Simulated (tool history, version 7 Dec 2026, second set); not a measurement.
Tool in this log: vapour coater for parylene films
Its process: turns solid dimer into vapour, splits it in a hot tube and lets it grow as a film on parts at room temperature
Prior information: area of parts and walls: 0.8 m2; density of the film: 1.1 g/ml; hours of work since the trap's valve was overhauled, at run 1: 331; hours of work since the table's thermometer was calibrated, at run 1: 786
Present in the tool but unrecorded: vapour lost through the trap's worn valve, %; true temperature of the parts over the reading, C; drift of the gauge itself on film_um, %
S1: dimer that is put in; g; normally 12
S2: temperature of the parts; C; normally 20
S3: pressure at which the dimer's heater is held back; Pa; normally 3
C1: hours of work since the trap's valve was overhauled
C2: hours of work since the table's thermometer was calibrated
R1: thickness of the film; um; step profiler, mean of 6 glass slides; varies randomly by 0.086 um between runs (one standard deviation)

run	hour	S1	S2	S3	C1	C2	R1
1	0	12	20	3	331	786	10.43
2	41.5	12	16	3	362	818	10.95
3	69.5	12	21	3	383	839	10.23
4	88.8	12	21	3	398	853	10.28
5	126.6	12	20	3	426	882	10.42
6	154	12	32	3	447	902	8.52
7	185	12	20	3	470	926	10.29
8	205.5	12	20	3	486	941	10.48
9	241.2	12	20	3	513	968	10.31
10	287.4	12	20	3	547	1003	10.41
11	312.3	12	20	2.27	566	1022	10.74
# hour 348: trap's valve overhauled
12	348	15	27	2.68	0	1046	11.7
13	388.4	13	30	5.09	30	1076	9.04
14	427.3	14	21	4.05	60	1105	11.74
15	447.8	14	21	4.05	75	1121	11.66
16	490.2	13	14	7.71	107	1153	11.31
17	519	11	13	3	129	1174	10.78
18	552.2	15	15	2.21	154	1199	14.7

The next listed run, before its measurement:
19	584.2	15	15	2.21	178	1223	?

Logged for run 19: R1 14.45 um.
Take away the tool's hidden state, keep the run-to-run variation as it was, and the same run would have given R1 14.48 um.
